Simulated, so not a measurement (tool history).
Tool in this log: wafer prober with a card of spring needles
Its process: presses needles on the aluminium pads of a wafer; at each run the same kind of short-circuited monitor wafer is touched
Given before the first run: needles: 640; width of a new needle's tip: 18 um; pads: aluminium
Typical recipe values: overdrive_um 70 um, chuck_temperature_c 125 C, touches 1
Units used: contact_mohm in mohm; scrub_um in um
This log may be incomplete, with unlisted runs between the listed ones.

run 1 day=0 | overdrive_um=70 chuck_temperature_c=125 touches=1 | contact_mohm=256 scrub_um=17.57
-- day=0.121 tips cleaned on abrasive film
run 2 day=0.188 | overdrive_um=70 chuck_temperature_c=125 touches=1 | contact_mohm=259 scrub_um=17.53
-- day=0.262 tips cleaned on abrasive film
-- day=0.404 tips cleaned on abrasive film
run 3 day=0.496 | overdrive_um=70 chuck_temperature_c=125 touches=1 | contact_mohm=270 scrub_um=17.45
-- day=0.542 tips cleaned on abrasive film
-- day=0.675 tips cleaned on abrasive film
run 4 day=0.708 | overdrive_um=70 chuck_temperature_c=125 touches=1 | contact_mohm=254 scrub_um=17.33
-- day=0.8 tips cleaned on abrasive film
-- day=0.942 tips cleaned on abrasive film
run 5 day=1.046 | overdrive_um=74 chuck_temperature_c=125 touches=1 | contact_mohm=265 scrub_um=18.29
-- day=1.079 tips cleaned on abrasive film
-- day=1.212 tips cleaned on abrasive film
run 6 day=1.267 | overdrive_um=74 chuck_temperature_c=125 touches=1 | contact_mohm=258 scrub_um=18.26
-- day=1.346 tips cleaned on abrasive film
-- day=1.479 tips cleaned on abrasive film
run 7 day=1.496 | overdrive_um=70 chuck_temperature_c=48 touches=1 | contact_mohm=236 scrub_um=17.21
-- day=1.629 tips cleaned on abrasive film
-- day=1.758 tips cleaned on abrasive film
run 8 day=1.812 | overdrive_um=70 chuck_temperature_c=48 touches=1 | contact_mohm=245 scrub_um=17.23
-- day=1.892 tips cleaned on abrasive film
-- day=2.025 tips cleaned on abrasive film
run 9 day=2.025 | overdrive_um=70 chuck_temperature_c=48 touches=1 | contact_mohm=228 scrub_um=17.11
-- day=2.171 tips cleaned on abrasive film
-- day=2.312 tips cleaned on abrasive film
-- day=2.454 tips cleaned on abrasive film
run 10 day=2.454 | overdrive_um=70 chuck_temperature_c=48 touches=1 | contact_mohm=229 scrub_um=16.89
-- day=2.6 tips cleaned on abrasive film
run 11 day=2.667 | overdrive_um=70 chuck_temperature_c=48 touches=1 | contact_mohm=253 scrub_um=17.15
-- day=2.729 tips cleaned on abrasive film
-- day=2.871 tips cleaned on abrasive film
run 12 day=2.917 | overdrive_um=70 chuck_temperature_c=103 touches=1 | contact_mohm=254 scrub_um=16.92
-- day=3 tips cleaned on abrasive film
-- day=3.129 tips cleaned on abrasive film
-- day=3.254 tips cleaned on abrasive film
run 13 day=3.304 | overdrive_um=70 chuck_temperature_c=103 touches=1 | contact_mohm=260 scrub_um=16.87
-- day=3.388 tips cleaned on abrasive film
-- day=3.512 tips cleaned on abrasive film
run 14 day=3.512 | overdrive_um=70 chuck_temperature_c=103 touches=1 | contact_mohm=244 scrub_um=16.95
-- day=3.646 tips cleaned on abrasive film
-- day=3.796 tips cleaned on abrasive film
-- day=3.921 tips cleaned on abrasive film
run 15 day=3.921 | overdrive_um=79 chuck_temperature_c=103 touches=1 | contact_mohm=240 scrub_um=19.25
-- day=4.05 tips cleaned on abrasive film
-- day=4.188 tips cleaned on abrasive film
run 16 day=4.283 | overdrive_um=70 chuck_temperature_c=74 touches=1 | contact_mohm=269 scrub_um=16.76
-- day=4.325 tips cleaned on abrasive film
-- day=4.475 tips cleaned on abrasive film
-- day=4.604 tips cleaned on abrasive film
-- day=4.675 height of the first contact set anew
run 17 day=4.679 | overdrive_um=70 chuck_temperature_c=74 touches=1 | contact_mohm=253 scrub_um=18.03
-- day=4.762 tips cleaned on abrasive film
-- day=4.904 tips cleaned on abrasive film
run 18 day=5 | overdrive_um=70 chuck_temperature_c=74 touches=1 | contact_mohm=264 scrub_um=18.1
-- day=5.029 tips cleaned on abrasive film
-- day=5.154 tips cleaned on abrasive film
-- day=5.292 tips cleaned on abrasive film
run 19 day=5.4 | overdrive_um=88 chuck_temperature_c=56 touches=1 | contact_mohm=247 scrub_um=22.61
-- day=5.433 tips cleaned on abrasive film
-- day=5.579 tips cleaned on abrasive film
run 20 day=5.658 | overdrive_um=70 chuck_temperature_c=40 touches=3 | contact_mohm=233 scrub_um=17.97

Branching from run 20: 4 alternative next runs. What would each branch give?
-- day=5.717 tips cleaned on abrasive film
-- day=5.862 tips cleaned on abrasive film
-- day=6.008 tips cleaned on abrasive film
run A day=6.021 | overdrive_um=65 chuck_temperature_c=40 touches=2 | contact_mohm=? scrub_um=?
-- day=5.717 tips cleaned on abrasive film
-- day=5.862 tips cleaned on abrasive film
-- day=6.008 tips cleaned on abrasive film
run B day=6.021 | overdrive_um=84 chuck_temperature_c=46 touches=3 | contact_mohm=? scrub_um=?
-- day=5.717 tips cleaned on abrasive film
-- day=5.862 tips cleaned on abrasive film
-- day=6.008 tips cleaned on abrasive film
run C day=6.021 | overdrive_um=55 chuck_temperature_c=54 touches=1 | contact_mohm=? scrub_um=?
-- day=5.717 tips cleaned on abrasive film
-- day=5.862 tips cleaned on abrasive film
-- day=6.008 tips cleaned on abrasive film
run D day=6.021 | overdrive_um=52 chuck_temperature_c=36 touches=3 | contact_mohm=? scrub_um=?

run=A contact_mohm=234 scrub_um=16.62
run=B contact_mohm=225 scrub_um=21.19
run=C contact_mohm=245 scrub_um=13.93
run=D contact_mohm=236 scrub_um=13.07
The same runs, with their run-to-run variation unchanged, on a tool lacking any hidden condition would have given:
run=A contact_mohm=226 scrub_um=16.82
run=B contact_mohm=221 scrub_um=21.39
run=C contact_mohm=229 scrub_um=14.13
run=D contact_mohm=227 scrub_um=13.26
